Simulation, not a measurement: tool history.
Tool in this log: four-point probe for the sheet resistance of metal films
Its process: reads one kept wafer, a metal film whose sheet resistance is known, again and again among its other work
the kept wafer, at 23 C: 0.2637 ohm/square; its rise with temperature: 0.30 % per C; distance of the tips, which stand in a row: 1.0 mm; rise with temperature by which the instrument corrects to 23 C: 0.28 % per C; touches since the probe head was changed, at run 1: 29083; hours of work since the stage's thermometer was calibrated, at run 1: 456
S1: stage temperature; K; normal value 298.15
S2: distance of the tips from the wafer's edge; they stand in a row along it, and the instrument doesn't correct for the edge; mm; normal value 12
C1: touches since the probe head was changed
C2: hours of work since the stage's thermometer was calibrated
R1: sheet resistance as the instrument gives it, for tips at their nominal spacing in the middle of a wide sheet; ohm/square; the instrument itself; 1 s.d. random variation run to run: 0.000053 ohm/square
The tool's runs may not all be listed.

run	day	S1	S2	C1	C2	R1
1	0.000	298.15	12	29083	456	0.263250
2	3.383	298.15	12	31706	497	0.263259
3	6.717	298.15	12	34288	538	0.263238
4	9.046	298.15	13	36093	566	0.262846
5	10.767	298.15	13	37426	587	0.262953
6	14.304	298.15	13	40168	630	0.262915
7	17.404	298.15	13	42572	668	0.262679
8	19.638	292.15	12	44303	695	0.262483
9	22.212	292.15	5	46297	726	0.267037
10	24.646	298.15	12	48185	756	0.262794
11	26.771	298.15	12	49831	782	0.262647
12	30.138	298.15	12	52438	822	0.262605
13	31.725	298.15	12	53669	842	0.262567
14	33.592	298.15	12	55118	864	0.262561
15	36.392	298.15	12	57286	898	0.262452
16	39.029	298.15	20	59330	931	0.261765
17	41.233	298.15	20	61039	957	0.261718
18	44.192	297.15	20	63331	993	0.261635
19	46.196	298.15	61	64883	1018	0.261372
20	48.162	298.15	61	66410	1042	0.261307
21	51.138	298.15	61	68714	1078	0.261256
22	53.483	298.15	10	70533	1106	0.262539
23	56.225	298.15	10	72657	1140	0.262509
24	58.525	296.15	10	74440	1168	0.262450
25	62.004	296.15	10	77137	1210	0.262242
# day 62.288: stage's thermometer calibrated
26	64.179	299.15	12	78807	23	0.262034
27	65.708	308.15	4	79989	42	0.269895
28	67.208	303.15	5	81154	60	0.266733
29	70.679	296.15	12	83843	102	0.261713
30	72.929	292.15	4	85587	129	0.268965
31	75.375	292.15	14	87483	159	0.261127
32	77.100	301.15	4	88819	180	0.269413
33	78.667	301.15	4	90034	199	0.269287
34	80.583	298.15	9	91520	222	0.262294
# day 83.800: stage's thermometer calibrated, once more
35	83.892	298.15	9	94066	1	0.261884
36	87.221	298.15	65	96648	42	0.260179
37	89.825	294.15	14	98664	73	0.260581
38	93.425	297.15	15	101456	117	0.260518
# day 94.775: new probe head fitted
39	96.017	295.15	5	963	148	0.269412
40	99.125	292.15	5	3373	186	0.269263
41	101.425	299.15	42	5154	214	0.264038
42	103.038	299.15	42	6404	233	0.264011
43	106.283	304.15	7	8918	273	0.266986
44	108.129	304.15	7	10350	295	0.266958

For some of the steps in R1 from one run to the next: how much would appear even if the tool had no hidden state, given the settings, what came in and random variation, and how much remains for the hidden state plus any gauge scatter that the measured result and the result without hidden state don't share?
Hidden state at play: inner tips' distance over the nominal, %; tips' flats over new ones', %; wafer's true temperature over the reading, C; drift of the gauge itself on sheet_ohm, %.
Run 26 -> 27: S1 299.15 -> 308.15, S2 12 -> 4. R1 +0.007861 ohm/square: hidden state -0.000127, all else +0.007988.
Run 31 -> 32: S1 292.15 -> 301.15, S2 14 -> 4. R1 +0.008286 ohm/square: hidden state -0.000132, all else +0.008418.
Run 34 -> 35: stage's thermometer calibrated, once more. R1 -0.000410 ohm/square: hidden state -0.000461, all else +0.000051.
Run 38 -> 39: S1 297.15 -> 295.15, S2 15 -> 5, new probe head fitted. R1 +0.008894 ohm/square: hidden state +0.004081, all else +0.004813.
